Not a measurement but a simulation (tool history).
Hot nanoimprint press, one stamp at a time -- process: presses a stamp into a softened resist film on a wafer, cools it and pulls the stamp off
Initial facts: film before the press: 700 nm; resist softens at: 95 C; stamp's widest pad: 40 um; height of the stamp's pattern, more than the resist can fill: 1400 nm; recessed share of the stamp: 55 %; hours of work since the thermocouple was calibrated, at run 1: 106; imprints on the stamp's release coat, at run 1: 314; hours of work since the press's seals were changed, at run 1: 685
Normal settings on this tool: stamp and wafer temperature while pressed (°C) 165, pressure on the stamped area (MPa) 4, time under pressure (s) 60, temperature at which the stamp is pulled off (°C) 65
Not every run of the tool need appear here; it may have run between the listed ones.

run,day,stamp and wafer temperature while pressed (°C),pressure on the stamped area (MPa),time under pressure (s),temperature at which the stamp is pulled off (°C),hours of work since the thermocouple was calibrated,imprints on the stamp's release coat,hours of work since the press's seals were changed,resist left under the stamp's widest pad (angstrom),greatest force while the stamp is pulled off (N)
1,0,165,4,60,65,106,314,685,3625,202.1
2,0.888,165,4,60,65,117,364,696,3618,200.9
3,2.179,165,4,60,65,134,438,714,3636,200.5
4,3.3,165,4,60,65,149,502,728,3642,201.5
5,4.083,165,4,60,65,160,547,739,3624,200.8
6,5.646,165,4,60,71,180,636,760,3624,166.8
7,6.5,165,4,60,71,192,684,771,3644,166.4
8,7.617,165,4,60,71,207,748,786,3629,167.7
9,8.533,165,4,60,71,219,800,798,3636,167.5
10,9.808,165,4,60,71,236,873,815,3618,166.8
11,11.379,166,4,60,65,256,962,836,3461,201.7
12,12.85,166,4,60,65,276,1046,855,3490,202
13,14.642,166,2.51,60,65,300,1148,879,4158,201.8
14,16.317,166,2.51,60,65,322,1243,901,4157,200.6
# day 17.083: stamp cleaned and given a new release coat
15,17.621,166,6.02,60,55,336,31,915,2932,260.1
16,19.446,159,3.28,89,66,360,135,939,4321,195.1
17,20.321,159,3.28,89,66,372,184,951,4345,195.8
18,21.429,165,4.58,40,61,386,248,966,3962,224
19,22.621,165,3.66,60,62,402,316,981,3742,218.4
20,24.067,163,3.07,60,62,421,398,1001,4312,217.6
21,25.7,168,4,76,50,443,491,1022,2917,285.4
22,26.871,168,4,76,50,459,558,1038,2918,286.5
23,28.021,165,4,110,68,474,623,1053,2886,184.1

5 ways to go on from here, each from the tool as it stands after run 23. What would each give?
A,29.288,155,4,60,55,491,695,1070,?,?
B,29.288,165,4,76,65,491,695,1070,?,?
C,29.288,165,4,60,63,491,695,1070,?,?
D,29.288,168,4,60,65,491,695,1070,?,?
E,29.288,165,5.14,110,68,491,695,1070,?,?

run,resist left under the stamp's widest pad (angstrom),greatest force while the stamp is pulled off (N)
A,5182,258.2
B,3330,202.6
C,3614,212.6
D,3210,200.3
E,2570,185.1
With no hidden state in the tool, these same runs would have given:
run,resist left under the stamp's widest pad (angstrom),greatest force while the stamp is pulled off (N)
A,5184,258.1
B,3332,202.6
C,3616,212.5
D,3212,200.2
E,2571,185.1

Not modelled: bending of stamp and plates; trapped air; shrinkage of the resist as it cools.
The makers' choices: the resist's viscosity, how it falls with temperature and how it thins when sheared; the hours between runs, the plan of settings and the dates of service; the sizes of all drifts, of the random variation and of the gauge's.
